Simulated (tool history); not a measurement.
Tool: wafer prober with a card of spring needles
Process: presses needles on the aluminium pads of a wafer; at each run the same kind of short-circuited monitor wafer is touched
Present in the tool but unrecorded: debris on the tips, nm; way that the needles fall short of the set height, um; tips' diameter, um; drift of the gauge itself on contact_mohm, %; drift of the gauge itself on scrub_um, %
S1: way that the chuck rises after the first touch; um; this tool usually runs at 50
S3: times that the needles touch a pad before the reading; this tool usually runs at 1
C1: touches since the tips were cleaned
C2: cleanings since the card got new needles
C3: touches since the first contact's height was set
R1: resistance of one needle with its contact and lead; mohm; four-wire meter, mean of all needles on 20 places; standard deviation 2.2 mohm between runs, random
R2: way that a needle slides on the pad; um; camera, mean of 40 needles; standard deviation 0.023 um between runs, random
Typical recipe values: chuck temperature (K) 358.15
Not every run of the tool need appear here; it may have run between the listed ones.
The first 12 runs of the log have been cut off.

-- hour=704.5 tips cleaned on abrasive film
run 13 hour=723.7 | S1=43 chuck_temperature_(K)=358.15 S3=1 | C1=3833 C2=98 C3=133725 | R1=326 R2=8.64
-- hour=740.5 tips cleaned on abrasive film
-- hour=775.9 tips cleaned on abrasive film
run 14 hour=775.9 | S1=43 chuck_temperature_(K)=358.15 S3=1 | C1=0 C2=100 C3=144112 | R1=244 R2=8.59
-- hour=811.6 tips cleaned on abrasive film
-- hour=845.8 tips cleaned on abrasive film
run 15 hour=845.8 | S1=43 chuck_temperature_(K)=310.15 S3=1 | C1=0 C2=102 C3=158031 | R1=239 R2=8.58
-- hour=882.1 tips cleaned on abrasive film
run 16 hour=908.5 | S1=41 chuck_temperature_(K)=358.15 S3=1 | C1=5271 C2=103 C3=170526 | R1=333 R2=8.17
-- hour=918.3 tips cleaned on abrasive film
-- hour=956.2 tips cleaned on abrasive film
-- hour=995.8 tips cleaned on abrasive film
run 17 hour=1004.1 | S1=41 chuck_temperature_(K)=358.15 S3=1 | C1=1666 C2=106 C3=189567 | R1=297 R2=8.13
-- hour=1029.9 tips cleaned on abrasive film
run 18 hour=1055.6 | S1=41 chuck_temperature_(K)=358.15 S3=1 | C1=5140 C2=107 C3=199830 | R1=350 R2=8.10
-- hour=1064.2 tips cleaned on abrasive film
-- hour=1086.0 height of the first contact set anew
-- hour=1103.8 tips cleaned on abrasive film
run 19 hour=1112.7 | S1=59 chuck_temperature_(K)=366.15 S3=1 | C1=1782 C2=109 C3=5315 | R1=273 R2=12.24
-- hour=1140.7 tips cleaned on abrasive film
-- hour=1179.1 tips cleaned on abrasive film
run 20 hour=1196.3 | S1=59 chuck_temperature_(K)=366.15 S3=1 | C1=3443 C2=111 C3=21971 | R1=288 R2=12.20
-- hour=1217.2 tips cleaned on abrasive film
-- hour=1252.2 tips cleaned on abrasive film
run 21 hour=1252.2 | S1=59 chuck_temperature_(K)=385.15 S3=1 | C1=0 C2=113 C3=33090 | R1=251 R2=12.15
-- hour=1287.9 tips cleaned on abrasive film
-- hour=1324.3 tips cleaned on abrasive film
run 22 hour=1337.2 | S1=59 chuck_temperature_(K)=320.15 S3=1 | C1=2567 C2=115 C3=50026 | R1=279 R2=12.17
-- hour=1364.0 tips cleaned on abrasive film
-- hour=1399.9 tips cleaned on abrasive film
run 23 hour=1403.2 | S1=66 chuck_temperature_(K)=375.15 S3=1 | C1=647 C2=117 C3=63164 | R1=259 R2=13.58
-- hour=1439.6 tips cleaned on abrasive film
-- hour=1478.8 tips cleaned on abrasive film
run 24 hour=1491.5 | S1=40 chuck_temperature_(K)=383.15 S3=3 | C1=2521 C2=119 C3=80753 | R1=270 R2=8.13
-- hour=1514.6 tips cleaned on abrasive film
run 25 hour=1533.0 | S1=49 chuck_temperature_(K)=347.15 S3=2 | C1=3667 C2=120 C3=89025 | R1=279 R2=10.01
-- hour=1551.0 tips cleaned on abrasive film
-- hour=1587.0 tips cleaned on abrasive film
run 26 hour=1595.4 | S1=35 chuck_temperature_(K)=324.15 S3=2 | C1=1673 C2=122 C3=101458 | R1=279 R2=7.06
-- hour=1621.4 tips cleaned on abrasive film
run 27 hour=1637.6 | S1=35 chuck_temperature_(K)=321.15 S3=1 | C1=3242 C2=123 C3=109871 | R1=344 R2=7.06
-- hour=1659.5 tips cleaned on abrasive film
-- hour=1693.5 tips cleaned on abrasive film
run 28 hour=1713.6 | S1=66 chuck_temperature_(K)=313.15 S3=2 | C1=4015 C2=125 C3=124993 | R1=255 R2=13.44
-- hour=1731.8 tips cleaned on abrasive film
-- hour=1766.7 tips cleaned on abrasive film
run 29 hour=1787.9 | S1=43 chuck_temperature_(K)=334.15 S3=2 | C1=4249 C2=127 C3=139809 | R1=292 R2=8.64

For run 30, what comes out?
-- hour=1803.5 tips cleaned on abrasive film
-- hour=1838.6 tips cleaned on abrasive film
run 30 hour=1845.8 | S1=48 chuck_temperature_(K)=359.15 S3=1 | C1=1437 C2=129 C3=151322 | R1=? R2=?

{"run 30": {"R1": 276, "R2": 9.67}}
With the hidden condition absent and the run-to-run variation left alone, this run would have shown R1 239 mohm, R2 10.00 um.

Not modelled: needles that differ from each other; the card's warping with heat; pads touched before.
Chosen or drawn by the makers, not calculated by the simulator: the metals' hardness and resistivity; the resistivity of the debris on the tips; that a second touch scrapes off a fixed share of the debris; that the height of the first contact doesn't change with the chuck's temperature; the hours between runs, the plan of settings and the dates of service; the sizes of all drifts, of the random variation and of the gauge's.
